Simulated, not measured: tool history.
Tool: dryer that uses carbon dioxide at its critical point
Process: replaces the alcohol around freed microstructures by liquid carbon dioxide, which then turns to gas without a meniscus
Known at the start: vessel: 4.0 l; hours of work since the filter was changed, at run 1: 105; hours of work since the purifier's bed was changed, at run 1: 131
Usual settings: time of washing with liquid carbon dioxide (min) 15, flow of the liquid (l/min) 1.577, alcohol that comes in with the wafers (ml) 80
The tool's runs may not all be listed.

| run | day | time of washing with liquid carbon dioxide (min) | flow of the liquid (l/min) | alcohol that comes in with the wafers (ml) | hours of work since the filter was changed | hours of work since the purifier's bed was changed | alcohol left in the vessel before it's heated (ppm by volume) |
|---|---|---|---|---|---|---|---|
| 1 | 0 | 15 | 1.577 | 80 | 105 | 131 | 222 |
| 2 | 0.288 | 15 | 1.577 | 80 | 107 | 133 | 214 |
| 3 | 0.654 | 15 | 1.577 | 80 | 111 | 137 | 219 |
| 4 | 1.221 | 15 | 1.577 | 52 | 116 | 142 | 155 |
| 5 | 1.729 | 15 | 1.577 | 52 | 121 | 146 | 168 |
| 6 | 2.104 | 15 | 1.577 | 80 | 124 | 150 | 232 |
| 7 | 2.683 | 18 | 1.577 | 80 | 129 | 155 | 128 |
| 8 | 2.933 | 18 | 1.577 | 80 | 132 | 158 | 131 |
| 9 | 3.454 | 15 | 1.577 | 80 | 136 | 162 | 243 |
| 10 | 3.971 | 15 | 1.577 | 80 | 141 | 167 | 235 |
| 11 | 4.304 | 15 | 1.577 | 80 | 144 | 170 | 235 |
| 12 | 4.646 | 15 | 1.577 | 80 | 147 | 173 | 241 |
| 13 | 4.967 | 15 | 1.577 | 80 | 150 | 176 | 254 |
| 14 | 5.429 | 15 | 1.577 | 80 | 155 | 181 | 239 |
| 15 | 5.817 | 12 | 1.46 | 22 | 158 | 184 | 244 |
| 16 | 6.362 | 15 | 1.577 | 80 | 163 | 189 | 256 |
| 17 | 6.771 | 15 | 1.22 | 115 | 167 | 193 | 834 |
| 18 | 7.346 | 15 | 1.22 | 115 | 172 | 198 | 814 |
| 19 | 7.838 | 15 | 1.22 | 115 | 177 | 203 | 849 |
| 20 | 8.225 | 15 | 1.42 | 80 | 180 | 206 | 382 |
| 21 | 8.746 | 16 | 2.34 | 61 | 185 | 211 | 95 |
| 22 | 9.088 | 15 | 0.96 | 108 | 188 | 214 | 1628 |
| 23 | 9.679 | 15 | 0.96 | 108 | 194 | 220 | 1696 |
| 24 | 10.083 | 10 | 1.85 | 80 | 198 | 223 | 602 |
| 25 | 10.538 | 11 | 0.97 | 28 | 202 | 228 | 938 |
| 26 | 10.858 | 22 | 1.62 | 80 | 205 | 231 | 114 |
| 27 | 11.388 | 22 | 1.62 | 80 | 210 | 235 | 116 |

4 ways to go on from here, each from the tool as it stands after run 27. What would each give?
| A | 11.721 | 19 | 1.577 | 22 | 213 | 239 | ? |
| B | 11.721 | 22 | 1.577 | 42 | 213 | 239 | ? |
| C | 11.721 | 15 | 1.13 | 55 | 213 | 239 | ? |
| D | 11.721 | 15 | 1.577 | 64 | 213 | 239 | ? |

| run | alcohol left in the vessel before it's heated (ppm by volume) |
|---|---|
| A | 113 |
| B | 112 |
| C | 598 |
| D | 245 |
Without the tool's hidden state the same runs would have given:
| run | alcohol left in the vessel before it's heated (ppm by volume) |
|---|---|
| A | 14 |
| B | 15 |
| C | 398 |
| D | 112 |

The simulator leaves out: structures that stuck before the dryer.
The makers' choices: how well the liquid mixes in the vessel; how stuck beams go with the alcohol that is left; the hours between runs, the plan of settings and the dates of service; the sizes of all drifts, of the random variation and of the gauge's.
